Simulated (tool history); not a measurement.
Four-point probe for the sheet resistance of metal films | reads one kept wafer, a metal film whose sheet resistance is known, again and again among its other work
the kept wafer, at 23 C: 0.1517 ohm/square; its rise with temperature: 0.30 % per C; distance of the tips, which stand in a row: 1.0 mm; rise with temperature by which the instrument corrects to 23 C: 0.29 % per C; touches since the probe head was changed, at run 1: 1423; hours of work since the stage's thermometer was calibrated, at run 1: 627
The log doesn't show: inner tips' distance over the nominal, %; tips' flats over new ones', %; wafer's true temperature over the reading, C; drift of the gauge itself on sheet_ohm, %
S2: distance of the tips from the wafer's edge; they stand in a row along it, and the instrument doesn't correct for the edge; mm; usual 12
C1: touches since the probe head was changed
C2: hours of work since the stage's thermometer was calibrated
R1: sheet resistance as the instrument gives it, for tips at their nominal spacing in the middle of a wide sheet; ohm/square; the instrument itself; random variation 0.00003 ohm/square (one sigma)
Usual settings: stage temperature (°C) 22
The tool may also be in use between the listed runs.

run 1 hour=0.0 | stage_temperature_(°C)=22 S2=12 | C1=1423 C2=627 | R1=0.152539
run 2 hour=16.8 | stage_temperature_(°C)=22 S2=4 | C1=1948 C2=640 | R1=0.157019
run 3 hour=30.1 | stage_temperature_(°C)=22 S2=4 | C1=2363 C2=650 | R1=0.156971
run 4 hour=43.6 | stage_temperature_(°C)=22 S2=4 | C1=2785 C2=660 | R1=0.157013
run 5 hour=56.6 | stage_temperature_(°C)=22 S2=12 | C1=3192 C2=670 | R1=0.152569
run 6 hour=76.1 | stage_temperature_(°C)=22 S2=12 | C1=3801 C2=685 | R1=0.152608
run 7 hour=92.3 | stage_temperature_(°C)=20 S2=12 | C1=4306 C2=697 | R1=0.152577
run 8 hour=109.7 | stage_temperature_(°C)=22 S2=33 | C1=4848 C2=710 | R1=0.152158
run 9 hour=128.5 | stage_temperature_(°C)=22 S2=12 | C1=5436 C2=724 | R1=0.152614
run 10 hour=138.5 | stage_temperature_(°C)=34 S2=14 | C1=5749 C2=732 | R1=0.152691
run 11 hour=157.3 | stage_temperature_(°C)=23 S2=6 | C1=6337 C2=746 | R1=0.154365
run 12 hour=172.5 | stage_temperature_(°C)=23 S2=6 | C1=6812 C2=758 | R1=0.154338
run 13 hour=188.6 | stage_temperature_(°C)=19 S2=12 | C1=7313 C2=770 | R1=0.152589
run 14 hour=199.3 | stage_temperature_(°C)=19 S2=12 | C1=7649 C2=778 | R1=0.152608
run 15 hour=216.4 | stage_temperature_(°C)=32 S2=47 | C1=8181 C2=791 | R1=0.152307
run 16 hour=233.7 | stage_temperature_(°C)=32 S2=47 | C1=8721 C2=804 | R1=0.152341
run 17 hour=253.9 | stage_temperature_(°C)=30 S2=9 | C1=9352 C2=819 | R1=0.153302

4 ways to go on from here, each from the tool as it stands after run 17. What would each give?
run A hour=266.5 | stage_temperature_(°C)=19 S2=3 | C1=9747 C2=829 | R1=?
run B hour=266.5 | stage_temperature_(°C)=22 S2=3 | C1=9747 C2=829 | R1=?
run C hour=266.5 | stage_temperature_(°C)=33 S2=4 | C1=9747 C2=829 | R1=?
run D hour=266.5 | stage_temperature_(°C)=33 S2=72 | C1=9747 C2=829 | R1=?

run=A R1=0.160646
run=B R1=0.160739
run=C R1=0.157256
run=D R1=0.152329
Without the tool's hidden state the same runs would have given:
run=A R1=0.160145
run=B R1=0.160238
run=C R1=0.156768
run=D R1=0.151855

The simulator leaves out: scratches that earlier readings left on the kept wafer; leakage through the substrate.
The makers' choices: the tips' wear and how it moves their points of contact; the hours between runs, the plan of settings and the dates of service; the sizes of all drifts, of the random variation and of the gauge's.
